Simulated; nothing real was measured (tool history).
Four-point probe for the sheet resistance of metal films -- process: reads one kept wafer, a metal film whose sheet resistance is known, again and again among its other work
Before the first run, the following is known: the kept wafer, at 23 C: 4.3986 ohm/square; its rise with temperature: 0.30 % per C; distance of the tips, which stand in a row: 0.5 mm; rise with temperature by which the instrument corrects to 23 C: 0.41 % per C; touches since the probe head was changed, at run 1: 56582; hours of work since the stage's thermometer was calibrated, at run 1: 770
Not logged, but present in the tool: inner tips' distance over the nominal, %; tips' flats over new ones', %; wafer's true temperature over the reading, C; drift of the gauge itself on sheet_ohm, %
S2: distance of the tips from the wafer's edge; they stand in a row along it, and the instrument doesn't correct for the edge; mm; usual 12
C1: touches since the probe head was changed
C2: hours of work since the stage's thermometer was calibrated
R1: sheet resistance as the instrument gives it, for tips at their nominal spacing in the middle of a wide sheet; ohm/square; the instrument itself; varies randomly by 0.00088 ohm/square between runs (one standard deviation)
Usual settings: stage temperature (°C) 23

{"run": 1, "day": 0.0, "stage temperature (°C)": 23, "S2": 12, "C1": 56582, "C2": 770, "R1": 4.380521}
{"run": 2, "day": 3.833, "stage temperature (°C)": 23, "S2": 12, "C1": 60907, "C2": 839, "R1": 4.380452}
{"run": 3, "day": 8.621, "stage temperature (°C)": 23, "S2": 12, "C1": 66311, "C2": 926, "R1": 4.3786}
{"run": 4, "day": 12.95, "stage temperature (°C)": 23, "S2": 12, "C1": 71196, "C2": 1005, "R1": 4.37794}
{"run": 5, "day": 17.625, "stage temperature (°C)": 23, "S2": 12, "C1": 76471, "C2": 1090, "R1": 4.37699}
{"run": 6, "day": 21.058, "stage temperature (°C)": 23, "S2": 12, "C1": 80344, "C2": 1152, "R1": 4.375997}
{"run": 7, "day": 26.254, "stage temperature (°C)": 23, "S2": 12, "C1": 86208, "C2": 1246, "R1": 4.37593}
{"run": 8, "day": 31.475, "stage temperature (°C)": 23, "S2": 12, "C1": 92100, "C2": 1341, "R1": 4.374865}
{"run": 9, "day": 34.688, "stage temperature (°C)": 23, "S2": 12, "C1": 95726, "C2": 1400, "R1": 4.37336}
{"run": 10, "day": 40.108, "stage temperature (°C)": 23, "S2": 12, "C1": 101841, "C2": 1498, "R1": 4.3711}
{"run": 11, "day": 45.271, "stage temperature (°C)": 23, "S2": 12, "C1": 107666, "C2": 1592, "R1": 4.370319}
{"run": 12, "day": 48.092, "stage temperature (°C)": 23, "S2": 36, "C1": 110847, "C2": 1643, "R1": 4.368483}
{"day": 49.992, "done": "stage's thermometer calibrated"}
{"run": 13, "day": 51.15, "stage temperature (°C)": 23, "S2": 3, "C1": 114276, "C2": 21, "R1": 4.432568}
{"run": 14, "day": 54.783, "stage temperature (°C)": 23, "S2": 3, "C1": 118375, "C2": 87, "R1": 4.433304}
{"run": 15, "day": 58.921, "stage temperature (°C)": 23, "S2": 10, "C1": 123046, "C2": 162, "R1": 4.37304}
{"day": 61.379, "done": "stage's thermometer calibrated, once more"}
{"run": 16, "day": 62.983, "stage temperature (°C)": 23, "S2": 10, "C1": 127606, "C2": 29, "R1": 4.365939}
{"run": 17, "day": 67.838, "stage temperature (°C)": 23, "S2": 10, "C1": 133082, "C2": 117, "R1": 4.364435}

Expected results for the next run?
{"run": 18, "day": 73.121, "stage temperature (°C)": 20, "S2": 3, "C1": 139046, "C2": 213, "R1": "?"}

R1: 4.436957 ohm/square
With no hidden state in the tool, this same run would have given R1 4.478333 ohm/square.

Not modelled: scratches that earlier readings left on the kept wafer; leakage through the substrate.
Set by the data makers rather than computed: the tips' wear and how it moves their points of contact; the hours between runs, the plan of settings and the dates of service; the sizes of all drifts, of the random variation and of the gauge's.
